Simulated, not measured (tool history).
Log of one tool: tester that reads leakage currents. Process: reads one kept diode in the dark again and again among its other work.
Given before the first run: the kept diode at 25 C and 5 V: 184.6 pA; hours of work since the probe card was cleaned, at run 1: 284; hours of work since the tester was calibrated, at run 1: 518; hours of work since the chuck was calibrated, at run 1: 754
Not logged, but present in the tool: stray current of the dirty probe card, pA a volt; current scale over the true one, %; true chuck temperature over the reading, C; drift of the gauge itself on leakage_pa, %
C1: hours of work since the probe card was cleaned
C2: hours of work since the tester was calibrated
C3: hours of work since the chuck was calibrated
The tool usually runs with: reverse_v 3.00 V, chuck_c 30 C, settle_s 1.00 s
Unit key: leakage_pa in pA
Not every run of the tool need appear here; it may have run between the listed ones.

Run 1, hour 0.0: usual settings; C1 284; C2 518; C3 754. Result: leakage_pa 221.94 pA.
Run 2, hour 67.2: usual settings; C1 325; C2 559; C3 795. Result: leakage_pa 222.04 pA.
Run 3, hour 129.4: usual settings but chuck_c 32 C; C1 363; C2 597; C3 833. Result: leakage_pa 259.27 pA.
Run 4, hour 189.5: usual settings but reverse_v 13.68 V; C1 400; C2 634; C3 870. Result: leakage_pa 432.68 pA.
Run 5, hour 258.7: usual settings but settle_s 0.56 s; C1 442; C2 677; C3 913. Result: leakage_pa 220.48 pA.
Run 6, hour 311.0: usual settings but reverse_v 17.60 V; C1 474; C2 709; C3 945. Result: leakage_pa 480.62 pA.
Run 7, hour 378.7: usual settings; C1 516; C2 750; C3 986. Result: leakage_pa 220.70 pA.
At hour 447.3: chuck's temperature calibrated.
Run 8, hour 447.3: usual settings; C1 557; C2 791; C3 0. Result: leakage_pa 220.22 pA.
Run 9, hour 515.4: usual settings; C1 598; C2 832; C3 42. Result: leakage_pa 220.84 pA.
Run 10, hour 562.8: usual settings but reverse_v 11.30 V; C1 627; C2 861; C3 71. Result: leakage_pa 394.26 pA.
Run 11, hour 606.7: usual settings but reverse_v 11.30 V; C1 654; C2 888; C3 97. Result: leakage_pa 396.12 pA.
Run 12, hour 639.3: usual settings but reverse_v 11.30 V; C1 674; C2 908; C3 117. Result: leakage_pa 396.01 pA.
Run 13, hour 704.9: usual settings but reverse_v 11.30 V; C1 714; C2 948; C3 157. Result: leakage_pa 397.05 pA.
Run 14, hour 760.4: usual settings but reverse_v 3.67 V; C1 748; C2 982; C3 191. Result: leakage_pa 241.28 pA.
Run 15, hour 797.6: usual settings but reverse_v 3.67 V; C1 771; C2 1005; C3 214. Result: leakage_pa 240.60 pA.
Run 16, hour 830.8: usual settings but reverse_v 3.67 V; C1 791; C2 1025; C3 234. Result: leakage_pa 241.03 pA.
Run 17, hour 895.5: usual settings; C1 831; C2 1065; C3 274. Result: leakage_pa 220.02 pA.
Run 18, hour 951.6: usual settings but settle_s 1.23 s; C1 865; C2 1099; C3 308. Result: leakage_pa 221.84 pA.
Run 19, hour 996.0: usual settings but settle_s 1.23 s; C1 892; C2 1126; C3 335. Result: leakage_pa 221.44 pA.
Run 20, hour 1063.1: usual settings but settle_s 1.23 s; C1 933; C2 1167; C3 376. Result: leakage_pa 220.99 pA.
Run 21, hour 1127.6: usual settings but reverse_v 1.88 V, settle_s 2.34 s; C1 972; C2 1206; C3 416. Result: leakage_pa 180.21 pA.
Run 22, hour 1179.6: usual settings but reverse_v 15.27 V, chuck_c 53 C, settle_s 7.88 s; C1 1004; C2 1238; C3 448. Result: leakage_pa 2440.36 pA.
Run 23, hour 1231.7: usual settings but reverse_v 15.27 V, chuck_c 53 C, settle_s 7.88 s; C1 1036; C2 1270; C3 480. Result: leakage_pa 2442.12 pA.
Run 24, hour 1294.0: usual settings but reverse_v 15.27 V, chuck_c 53 C, settle_s 7.88 s; C1 1074; C2 1308; C3 518. Result: leakage_pa 2447.92 pA.
Run 25, hour 1340.7: usual settings but reverse_v 4.09 V, chuck_c 27 C, settle_s 0.46 s; C1 1103; C2 1337; C3 546. Result: leakage_pa 199.99 pA.
At hour 1386.8: probe card cleaned and baked.
Run 26, hour 1403.7: usual settings but reverse_v 11.46 V; C1 10; C2 1373; C3 583. Result: leakage_pa 400.77 pA.
Run 27, hour 1461.1: usual settings but reverse_v 10.35 V, chuck_c 21 C; C1 45; C2 1409; C3 618. Result: leakage_pa 182.91 pA.
Run 28, hour 1510.1: usual settings but reverse_v 10.35 V, chuck_c 21 C; C1 75; C2 1438; C3 648. Result: leakage_pa 184.20 pA.
Run 29, hour 1558.5: usual settings but reverse_v 13.67 V, chuck_c 21 C, settle_s 9.88 s; C1 105; C2 1468; C3 677. Result: leakage_pa 205.80 pA.
Run 30, hour 1602.4: usual settings but reverse_v 13.67 V, chuck_c 26 C, settle_s 0.57 s; C1 132; C2 1495; C3 704. Result: leakage_pa 315.20 pA.
Run 31, hour 1674.2: usual settings but reverse_v 10.84 V, chuck_c 52 C, settle_s 1.18 s; C1 176; C2 1539; C3 748. Result: leakage_pa 1957.59 pA.
Run 32, hour 1746.9: usual settings but reverse_v 3.01 V, chuck_c 57 C, settle_s 1.55 s; C1 220; C2 1583; C3 793. Result: leakage_pa 1571.71 pA.
Run 33, hour 1808.7: usual settings but reverse_v 1.51 V, settle_s 1.16 s; C1 258; C2 1621; C3 830. Result: leakage_pa 163.71 pA.
Run 34, hour 1840.6: usual settings but reverse_v 1.17 V, settle_s 7.28 s; C1 277; C2 1641; C3 850. Result: leakage_pa 146.82 pA.
Run 35, hour 1910.8: usual settings but chuck_c 27 C, settle_s 0.50 s; C1 320; C2 1683; C3 893. Result: leakage_pa 174.87 pA.
Run 36, hour 1944.7: usual settings but chuck_c 25 C, settle_s 0.50 s; C1 341; C2 1704; C3 914. Result: leakage_pa 148.89 pA.
Run 37, hour 2005.7: usual settings but chuck_c 25 C, settle_s 0.50 s; C1 378; C2 1741; C3 951. Result: leakage_pa 148.80 pA.
Run 38, hour 2060.5: usual settings but reverse_v 6.18 V, chuck_c 24 C, settle_s 8.27 s; C1 412; C2 1775; C3 984. Result: leakage_pa 186.24 pA.
Run 39, hour 2091.3: usual settings but chuck_c 45 C; C1 431; C2 1794; C3 1003. Result: leakage_pa 686.77 pA.
At hour 2129.0: chuck's temperature calibrated.
Run 40, hour 2149.8: usual settings but reverse_v 12.71 V, chuck_c 45 C, settle_s 0.37 s; C1 465; C2 1828; C3 13. Result: leakage_pa 1283.74 pA.

Branching from run 40: 3 alternative next runs. What would each branch give?
Run A, hour 2207.7: usual settings but settle_s 8.26 s; C1 501; C2 1864; C3 48. Result: leakage_pa ?.
Run B, hour 2207.7: usual settings but reverse_v 1.87 V, chuck_c 41 C, settle_s 0.94 s; C1 501; C2 1864; C3 48. Result: leakage_pa ?.
Run C, hour 2207.7: usual settings but settle_s 4.38 s; C1 501; C2 1864; C3 48. Result: leakage_pa ?.

run  leakage_pa
  A      219.86
  B      414.97
  C      220.99
With no hidden state in the tool, these same runs would have given:
run  leakage_pa
  A      219.93
  B      415.13
  C      221.05
